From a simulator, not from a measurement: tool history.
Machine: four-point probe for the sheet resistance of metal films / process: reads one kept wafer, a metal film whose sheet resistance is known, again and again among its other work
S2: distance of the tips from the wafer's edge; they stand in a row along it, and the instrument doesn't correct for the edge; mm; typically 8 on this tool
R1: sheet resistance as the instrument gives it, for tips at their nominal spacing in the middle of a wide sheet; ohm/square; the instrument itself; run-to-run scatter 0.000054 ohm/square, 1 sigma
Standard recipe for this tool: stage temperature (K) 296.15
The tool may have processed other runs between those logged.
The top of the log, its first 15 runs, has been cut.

run 16 hour=727.7 | stage_temperature_(K)=296.15 S2=8 | R1=0.270082
run 17 hour=757.8 | stage_temperature_(K)=296.15 S2=8 | R1=0.270113
run 18 hour=807.4 | stage_temperature_(K)=297.15 S2=52 | R1=0.267519
run 19 hour=867.7 | stage_temperature_(K)=295.15 S2=47 | R1=0.268335
run 20 hour=918.2 | stage_temperature_(K)=291.15 S2=7 | R1=0.273028
run 21 hour=966.7 | stage_temperature_(K)=300.15 S2=6 | R1=0.270209
run 22 hour=1019.6 | stage_temperature_(K)=295.15 S2=23 | R1=0.268508
run 23 hour=1059.5 | stage_temperature_(K)=306.15 S2=7 | R1=0.266703
run 24 hour=1106.1 | stage_temperature_(K)=306.15 S2=7 | R1=0.26673
run 25 hour=1145.6 | stage_temperature_(K)=293.15 S2=5 | R1=0.274852
run 26 hour=1180.5 | stage_temperature_(K)=302.15 S2=8 | R1=0.267609
run 27 hour=1234.9 | stage_temperature_(K)=295.15 S2=3 | R1=0.283297
run 28 hour=1282.7 | stage_temperature_(K)=307.15 S2=33 | R1=0.263617
run 29 hour=1338.5 | stage_temperature_(K)=298.15 S2=38 | R1=0.267184
run 30 hour=1367 | stage_temperature_(K)=298.15 S2=32 | R1=0.267177
run 31 hour=1429.9 | stage_temperature_(K)=298.15 S2=32 | R1=0.267162
run 32 hour=1472.9 | stage_temperature_(K)=298.15 S2=16 | R1=0.267592
-- hour=1479.7 stage's thermometer calibrated
run 33 hour=1532.2 | stage_temperature_(K)=292.15 S2=4 | R1=0.278261

4 ways to go on from here, each from the tool as it stands after run 33. What would each give?
run A hour=1577.2 | stage_temperature_(K)=298.15 S2=10 | R1=?
run B hour=1577.2 | stage_temperature_(K)=292.15 S2=9 | R1=?
run C hour=1577.2 | stage_temperature_(K)=294.15 S2=4 | R1=?
run D hour=1577.2 | stage_temperature_(K)=293.15 S2=4 | R1=?

run=A R1=0.268427
run=B R1=0.271381
run=C R1=0.277335
run=D R1=0.27789
Had the tool no hidden state, the same runs would have come out as:
run=A R1=0.268492
run=B R1=0.271447
run=C R1=0.277402
run=D R1=0.277957
